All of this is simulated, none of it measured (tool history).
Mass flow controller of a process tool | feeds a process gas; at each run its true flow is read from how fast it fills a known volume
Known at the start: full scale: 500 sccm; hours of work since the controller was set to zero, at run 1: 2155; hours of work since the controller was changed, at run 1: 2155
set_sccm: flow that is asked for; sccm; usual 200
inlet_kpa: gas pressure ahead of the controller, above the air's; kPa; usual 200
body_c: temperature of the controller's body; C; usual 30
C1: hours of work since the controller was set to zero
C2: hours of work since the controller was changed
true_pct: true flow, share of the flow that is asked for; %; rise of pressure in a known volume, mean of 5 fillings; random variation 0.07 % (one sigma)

run 1 day=0.000 | set_sccm=200 inlet_kpa=200 body_c=30 | C1=2155 C2=2155 | true_pct=97.75
run 2 day=3.533 | set_sccm=200 inlet_kpa=200 body_c=30 | C1=2213 C2=2213 | true_pct=97.73
run 3 day=6.788 | set_sccm=200 inlet_kpa=200 body_c=30 | C1=2266 C2=2266 | true_pct=97.61
run 4 day=10.262 | set_sccm=200 inlet_kpa=200 body_c=30 | C1=2322 C2=2322 | true_pct=97.75
run 5 day=13.079 | set_sccm=200 inlet_kpa=200 body_c=30 | C1=2368 C2=2368 | true_pct=97.79
run 6 day=15.142 | set_sccm=200 inlet_kpa=200 body_c=30 | C1=2401 C2=2401 | true_pct=97.70
run 7 day=18.100 | set_sccm=200 inlet_kpa=200 body_c=30 | C1=2449 C2=2449 | true_pct=97.78
run 8 day=20.058 | set_sccm=200 inlet_kpa=200 body_c=31 | C1=2481 C2=2481 | true_pct=97.87
run 9 day=23.588 | set_sccm=200 inlet_kpa=200 body_c=31 | C1=2538 C2=2538 | true_pct=97.81
run 10 day=28.321 | set_sccm=200 inlet_kpa=200 body_c=31 | C1=2615 C2=2615 | true_pct=97.70
run 11 day=32.529 | set_sccm=200 inlet_kpa=200 body_c=31 | C1=2683 C2=2683 | true_pct=97.49
run 12 day=34.942 | set_sccm=200 inlet_kpa=200 body_c=31 | C1=2723 C2=2723 | true_pct=97.71
run 13 day=38.967 | set_sccm=200 inlet_kpa=200 body_c=29 | C1=2788 C2=2788 | true_pct=97.74
run 14 day=42.592 | set_sccm=206 inlet_kpa=200 body_c=30 | C1=2847 C2=2847 | true_pct=97.87
run 15 day=46.092 | set_sccm=88 inlet_kpa=204 body_c=24 | C1=2904 C2=2904 | true_pct=97.47
run 16 day=50.567 | set_sccm=200 inlet_kpa=251 body_c=24 | C1=2976 C2=2976 | true_pct=98.42
run 17 day=53.596 | set_sccm=200 inlet_kpa=251 body_c=24 | C1=3026 C2=3026 | true_pct=98.47
run 18 day=57.271 | set_sccm=116 inlet_kpa=200 body_c=21 | C1=3085 C2=3085 | true_pct=97.80
run 19 day=59.912 | set_sccm=200 inlet_kpa=255 body_c=36 | C1=3128 C2=3128 | true_pct=97.69
run 20 day=64.100 | set_sccm=200 inlet_kpa=200 body_c=36 | C1=3196 C2=3196 | true_pct=97.47
run 21 day=68.783 | set_sccm=205 inlet_kpa=200 body_c=31 | C1=3272 C2=3272 | true_pct=97.72
run 22 day=73.462 | set_sccm=341 inlet_kpa=141 body_c=26 | C1=3348 C2=3348 | true_pct=98.54
run 23 day=77.879 | set_sccm=131 inlet_kpa=150 body_c=25 | C1=3420 C2=3420 | true_pct=97.22
run 24 day=82.417 | set_sccm=131 inlet_kpa=150 body_c=25 | C1=3494 C2=3494 | true_pct=97.31
run 25 day=85.596 | set_sccm=80 inlet_kpa=249 body_c=30 | C1=3545 C2=3545 | true_pct=97.31
run 26 day=87.550 | set_sccm=52 inlet_kpa=274 body_c=38 | C1=3577 C2=3577 | true_pct=97.02
run 27 day=90.504 | set_sccm=223 inlet_kpa=192 body_c=31 | C1=3625 C2=3625 | true_pct=97.81
run 28 day=93.604 | set_sccm=176 inlet_kpa=175 body_c=21 | C1=3675 C2=3675 | true_pct=97.90

5 ways to go on from here, each from the tool as it stands after run 28. What would each give?
run A day=96.396 | set_sccm=176 inlet_kpa=256 body_c=21 | C1=3721 C2=3721 | true_pct=?
run B day=96.396 | set_sccm=438 inlet_kpa=162 body_c=21 | C1=3721 C2=3721 | true_pct=?
run C day=96.396 | set_sccm=161 inlet_kpa=160 body_c=38 | C1=3721 C2=3721 | true_pct=?
run D day=96.396 | set_sccm=193 inlet_kpa=186 body_c=25 | C1=3721 C2=3721 | true_pct=?
run E day=96.396 | set_sccm=100 inlet_kpa=210 body_c=21 | C1=3721 C2=3721 | true_pct=?

run=A true_pct=98.60
run=B true_pct=99.62
run=C true_pct=96.75
run=D true_pct=98.08
run=E true_pct=97.79
Without the tool's hidden state the same runs would have given:
run=A true_pct=98.61
run=B true_pct=99.62
run=C true_pct=96.76
run=D true_pct=98.08
run=E true_pct=97.79
